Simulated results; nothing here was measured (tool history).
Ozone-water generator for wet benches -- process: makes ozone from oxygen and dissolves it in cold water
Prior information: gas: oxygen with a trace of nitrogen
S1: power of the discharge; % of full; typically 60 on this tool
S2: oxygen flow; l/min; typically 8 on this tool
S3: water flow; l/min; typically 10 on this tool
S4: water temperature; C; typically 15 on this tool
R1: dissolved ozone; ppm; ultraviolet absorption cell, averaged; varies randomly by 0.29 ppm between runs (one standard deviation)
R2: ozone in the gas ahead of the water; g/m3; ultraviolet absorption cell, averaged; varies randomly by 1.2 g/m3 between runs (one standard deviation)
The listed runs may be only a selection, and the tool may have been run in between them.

Run 1, hour 0: usual settings. Result: R1 46 ppm, R2 222.4 g/m3.
Run 2, hour 53.4: usual settings but S4 13 C. Result: R1 47.8 ppm, R2 221.3 g/m3.
Run 3, hour 86.6: usual settings but S4 13 C. Result: R1 48.4 ppm, R2 222.6 g/m3.
Run 4, hour 116.2: usual settings but S4 13 C. Result: R1 47.6 ppm, R2 221.3 g/m3.
Run 5, hour 148.1: usual settings but S4 20 C. Result: R1 41 ppm, R2 220.9 g/m3.
Run 6, hour 176.4: usual settings but S4 20 C. Result: R1 40.8 ppm, R2 220.9 g/m3.
Run 7, hour 227.7: usual settings but S4 20 C. Result: R1 40.9 ppm, R2 221.7 g/m3.
Run 8, hour 267.3: usual settings. Result: R1 45.7 ppm, R2 219.1 g/m3.
Run 9, hour 292.9: usual settings but S3 13 l/min. Result: R1 40.3 ppm, R2 219 g/m3.
Run 10, hour 322.5: usual settings but S3 13 l/min. Result: R1 41 ppm, R2 220.4 g/m3.
Run 11, hour 374.6: usual settings but S1 88 % of full. Result: R1 57.3 ppm, R2 271.1 g/m3.
Run 12, hour 423.2: usual settings but S1 88 % of full. Result: R1 57.2 ppm, R2 270.7 g/m3.
Run 13, hour 450.9: usual settings but S1 88 % of full. Result: R1 57.9 ppm, R2 274.1 g/m3.
Run 14, hour 495.1: usual settings but S1 88 % of full. Result: R1 57.2 ppm, R2 272.2 g/m3.
Run 15, hour 519.7: usual settings but S1 88 % of full. Result: R1 57.4 ppm, R2 272.4 g/m3.
Run 16, hour 559.4: usual settings but S1 49 % of full. Result: R1 41 ppm, R2 192.9 g/m3.
Run 17, hour 611.9: usual settings but S1 49 % of full. Result: R1 41.1 ppm, R2 193.2 g/m3.
Run 18, hour 664.8: usual settings but S1 93 % of full, S2 4.22 l/min, S3 16 l/min, S4 11 C. Result: R1 45.9 ppm, R2 354 g/m3.
Run 19, hour 698.5: usual settings but S1 93 % of full, S2 4.22 l/min, S3 16 l/min, S4 11 C. Result: R1 45.8 ppm, R2 354.6 g/m3.
Run 20, hour 749.4: usual settings but S1 93 % of full, S2 4.22 l/min, S3 16 l/min, S4 11 C. Result: R1 45.1 ppm, R2 354.1 g/m3.
Run 21, hour 775.7: usual settings but S2 8.61 l/min, S3 8 l/min, S4 14 C. Result: R1 50.7 ppm, R2 210.4 g/m3.
At hour 802.9: gauge calibrated.
Run 22, hour 829.4: usual settings but S1 91 % of full, S2 8.61 l/min, S3 8 l/min, S4 14 C. Result: R1 64.4 ppm, R2 276.7 g/m3.
Run 23, hour 883.2: usual settings but S1 83 % of full, S2 13.84 l/min, S4 9 C. Result: R1 59.4 ppm, R2 219.5 g/m3.
Run 24, hour 917.3: usual settings but S1 83 % of full, S2 13.84 l/min, S4 9 C. Result: R1 59.8 ppm, R2 218.4 g/m3.
Run 25, hour 941.3: usual settings but S1 58 % of full, S2 13.5 l/min, S3 7 l/min, S4 9 C. Result: R1 54.6 ppm, R2 179.2 g/m3.
Run 26, hour 976.7: usual settings but S1 58 % of full, S2 13.5 l/min, S3 7 l/min, S4 9 C. Result: R1 54.8 ppm, R2 177.9 g/m3.
Run 27, hour 1006.6: usual settings but S1 92 % of full, S2 10.91 l/min, S3 8 l/min, S4 14 C. Result: R1 62.6 ppm, R2 252.3 g/m3.
Run 28, hour 1046.8: usual settings but S1 92 % of full, S2 9.37 l/min, S3 8 l/min, S4 20 C. Result: R1 55 ppm, R2 266 g/m3.
Run 29, hour 1088.4: usual settings but S1 92 % of full, S2 9.37 l/min, S3 8 l/min, S4 20 C. Result: R1 55.3 ppm, R2 265 g/m3.
Run 30, hour 1125.4: usual settings but S1 93 % of full, S2 13.29 l/min, S3 6 l/min. Result: R1 64.2 ppm, R2 233.4 g/m3.
Run 31, hour 1150.5: usual settings but S1 93 % of full, S2 13.29 l/min, S3 6 l/min. Result: R1 64.2 ppm, R2 233.8 g/m3.
Run 32, hour 1199.1: usual settings but S1 93 % of full, S2 13.29 l/min, S3 6 l/min. Result: R1 64.5 ppm, R2 234.1 g/m3.
Run 33, hour 1250.9: usual settings but S1 93 % of full, S2 13.29 l/min, S3 6 l/min. Result: R1 64.1 ppm, R2 232.4 g/m3.
Run 34, hour 1278.6: usual settings but S1 93 % of full, S2 13.29 l/min, S3 6 l/min. Result: R1 64.5 ppm, R2 229.8 g/m3.

Each row is a separate what-if for the run after 34, all from the same tool condition, not one after another. Results?
Run A, hour 1323.9: usual settings but S1 93 % of full, S2 13.29 l/min, S3 15 l/min. Result: R1 ?, R2 ?.
Run B, hour 1323.9: usual settings but S2 4.26 l/min, S3 9 l/min. Result: R1 ?, R2 ?.
Run C, hour 1323.9: usual settings but S1 82 % of full, S2 9.49 l/min, S3 9 l/min. Result: R1 ?, R2 ?.

run    R1     R2
  A  48.1  232.7
  B  48.6  274.3
  C  56.8  246.3
With the hidden condition removed and each run's random variation left untouched, the same runs would have given:
run    R1     R2
  A  48.1  237.5
  B  48.6  279.8
  C  56.8  251.2
